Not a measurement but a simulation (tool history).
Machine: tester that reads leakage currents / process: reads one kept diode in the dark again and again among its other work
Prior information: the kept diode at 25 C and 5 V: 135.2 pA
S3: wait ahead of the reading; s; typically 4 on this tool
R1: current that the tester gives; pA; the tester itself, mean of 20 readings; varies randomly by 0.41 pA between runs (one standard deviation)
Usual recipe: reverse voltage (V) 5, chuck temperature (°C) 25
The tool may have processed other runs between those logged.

{"run": 1, "hour": 0.0, "reverse voltage (V)": 5, "chuck temperature (°C)": 25, "S3": 4, "R1": 136.22}
{"run": 2, "hour": 48.5, "reverse voltage (V)": 5, "chuck temperature (°C)": 25, "S3": 4, "R1": 135.1}
{"run": 3, "hour": 98.6, "reverse voltage (V)": 5, "chuck temperature (°C)": 25, "S3": 0.47, "R1": 136.38}
{"run": 4, "hour": 150.6, "reverse voltage (V)": 5, "chuck temperature (°C)": 25, "S3": 0.47, "R1": 136.15}
{"run": 5, "hour": 211.7, "reverse voltage (V)": 5, "chuck temperature (°C)": 25, "S3": 0.47, "R1": 136.41}
{"run": 6, "hour": 248.1, "reverse voltage (V)": 5, "chuck temperature (°C)": 25, "S3": 0.47, "R1": 136.24}
{"run": 7, "hour": 296.5, "reverse voltage (V)": 5, "chuck temperature (°C)": 25, "S3": 0.47, "R1": 135.92}
{"run": 8, "hour": 356.3, "reverse voltage (V)": 5, "chuck temperature (°C)": 25, "S3": 4, "R1": 134.92}
{"run": 9, "hour": 390.5, "reverse voltage (V)": 5, "chuck temperature (°C)": 25, "S3": 4, "R1": 134.8}
{"run": 10, "hour": 450.7, "reverse voltage (V)": 5, "chuck temperature (°C)": 25, "S3": 4, "R1": 134.14}
{"run": 11, "hour": 509.2, "reverse voltage (V)": 1.28, "chuck temperature (°C)": 25, "S3": 4, "R1": 70.92}
{"run": 12, "hour": 548.3, "reverse voltage (V)": 1.28, "chuck temperature (°C)": 25, "S3": 4, "R1": 71.17}
{"run": 13, "hour": 578.7, "reverse voltage (V)": 5, "chuck temperature (°C)": 25, "S3": 4, "R1": 134.63}
{"run": 14, "hour": 622.5, "reverse voltage (V)": 5, "chuck temperature (°C)": 25, "S3": 4, "R1": 134.94}
{"run": 15, "hour": 677.4, "reverse voltage (V)": 5, "chuck temperature (°C)": 25, "S3": 2.94, "R1": 134.74}
{"run": 16, "hour": 704.5, "reverse voltage (V)": 5, "chuck temperature (°C)": 25, "S3": 2.94, "R1": 133.9}
{"run": 17, "hour": 730.7, "reverse voltage (V)": 5, "chuck temperature (°C)": 25, "S3": 1.63, "R1": 134.41}
{"run": 18, "hour": 774.4, "reverse voltage (V)": 5, "chuck temperature (°C)": 25, "S3": 1.63, "R1": 134.39}
{"run": 19, "hour": 804.7, "reverse voltage (V)": 5, "chuck temperature (°C)": 25, "S3": 1.63, "R1": 134.33}
{"run": 20, "hour": 838.5, "reverse voltage (V)": 5, "chuck temperature (°C)": 25, "S3": 1.63, "R1": 133.87}
{"run": 21, "hour": 873.8, "reverse voltage (V)": 5, "chuck temperature (°C)": 25, "S3": 1.63, "R1": 134.27}
{"run": 22, "hour": 912.8, "reverse voltage (V)": 1.19, "chuck temperature (°C)": 40, "S3": 0.6, "R1": 226.8}
{"run": 23, "hour": 951.1, "reverse voltage (V)": 1.19, "chuck temperature (°C)": 40, "S3": 0.6, "R1": 225.16}
{"run": 24, "hour": 983.1, "reverse voltage (V)": 5, "chuck temperature (°C)": 38, "S3": 4, "R1": 377.83}
{"run": 25, "hour": 1018.9, "reverse voltage (V)": 5, "chuck temperature (°C)": 38, "S3": 4, "R1": 376.44}
{"hour": 1025.0, "done": "chuck's temperature calibrated"}
{"run": 26, "hour": 1067.0, "reverse voltage (V)": 6.33, "chuck temperature (°C)": 38, "S3": 4.16, "R1": 419.78}
{"run": 27, "hour": 1120.8, "reverse voltage (V)": 16.02, "chuck temperature (°C)": 36, "S3": 3.69, "R1": 551.77}
{"run": 28, "hour": 1172.4, "reverse voltage (V)": 7.21, "chuck temperature (°C)": 31, "S3": 1.81, "R1": 255.01}
{"run": 29, "hour": 1215.5, "reverse voltage (V)": 11.54, "chuck temperature (°C)": 41, "S3": 0.32, "R1": 691.44}
{"run": 30, "hour": 1255.5, "reverse voltage (V)": 11.54, "chuck temperature (°C)": 41, "S3": 0.32, "R1": 696.35}
{"run": 31, "hour": 1285.5, "reverse voltage (V)": 1.64, "chuck temperature (°C)": 41, "S3": 0.33, "R1": 278.33}
{"hour": 1293.0, "done": "chuck's temperature calibrated, once more"}
{"run": 32, "hour": 1323.4, "reverse voltage (V)": 2.02, "chuck temperature (°C)": 25, "S3": 6.47, "R1": 89.67}
{"run": 33, "hour": 1361.5, "reverse voltage (V)": 7.49, "chuck temperature (°C)": 30, "S3": 3.03, "R1": 249.45}
{"run": 34, "hour": 1421.4, "reverse voltage (V)": 7.59, "chuck temperature (°C)": 25, "S3": 2.65, "R1": 167.16}
{"run": 35, "hour": 1464.8, "reverse voltage (V)": 7.59, "chuck temperature (°C)": 25, "S3": 2.65, "R1": 165.5}
{"run": 36, "hour": 1505.1, "reverse voltage (V)": 7.59, "chuck temperature (°C)": 25, "S3": 2.65, "R1": 166.58}
{"run": 37, "hour": 1561.7, "reverse voltage (V)": 7.59, "chuck temperature (°C)": 25, "S3": 2.65, "R1": 166.36}
{"run": 38, "hour": 1618.5, "reverse voltage (V)": 3.26, "chuck temperature (°C)": 28, "S3": 2.65, "R1": 144.41}
{"run": 39, "hour": 1667.5, "reverse voltage (V)": 5, "chuck temperature (°C)": 25, "S3": 4, "R1": 135.96}
{"run": 40, "hour": 1721.8, "reverse voltage (V)": 2.45, "chuck temperature (°C)": 37, "S3": 1.35, "R1": 255.09}
{"run": 41, "hour": 1783.2, "reverse voltage (V)": 2.45, "chuck temperature (°C)": 37, "S3": 1.35, "R1": 257.48}

Here are 3 independent what-if runs from the current tool condition. What would each one return?
{"run": "A", "hour": 1843.0, "reverse voltage (V)": 2.76, "chuck temperature (°C)": 25, "S3": 1.35, "R1": "?"}
{"run": "B", "hour": 1843.0, "reverse voltage (V)": 2.45, "chuck temperature (°C)": 37, "S3": 8.37, "R1": "?"}
{"run": "C", "hour": 1843.0, "reverse voltage (V)": 5, "chuck temperature (°C)": 30, "S3": 1.56, "R1": "?"}

run=A R1=102.77
run=B R1=255.71
run=C R1=205.79
Stripped of hidden state, with their random variation kept, the same runs would have yielded:
run=A R1=102.25
run=B R1=254.74
run=C R1=204.72
